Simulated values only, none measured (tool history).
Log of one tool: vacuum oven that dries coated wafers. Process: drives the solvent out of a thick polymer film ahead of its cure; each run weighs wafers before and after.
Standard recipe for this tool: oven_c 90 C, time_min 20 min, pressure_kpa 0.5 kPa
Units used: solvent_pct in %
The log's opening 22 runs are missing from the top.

run	day	oven_c	time_min	pressure_kpa	solvent_pct
23	13.112	90	29	1.139	1.22
24	13.821	80	15	0.95	5.65
25	14.354	80	13	0.95	6.27
26	15.088	99	20	0.809	0.82
27	15.892	101	22	0.5	0.36
28	16.5	101	22	0.5	0.47
29	17.212	81	12	0.446	6.08
30	17.617	95	12	0.575	2.79
31	18.346	103	12	0.5	1.31
32	19.096	103	12	0.5	1.43
33	19.546	90	12	0.5	3.91
34	19.912	90	12	0.5	3.9
35	20.633	90	12	0.5	4
36	21.383	90	12	0.5	3.95
37	21.742	82	12	0.5	5.94
38	22.304	90	36	1.446	1.06

Predict each of these 4 candidate next runs independently; none follows another, all start after run 38:
A	22.925	90	10	1.446	?
B	22.925	101	20	0.551	?
C	22.925	88	20	0.5	?
D	22.925	94	20	0.5	?

run	solvent_pct
A	5.26
B	0.56
C	2.2
D	1.32
Stripped of hidden state, with their random variation kept, the same runs would have yielded:
run	solvent_pct
A	5.25
B	0.56
C	2.19
D	1.31
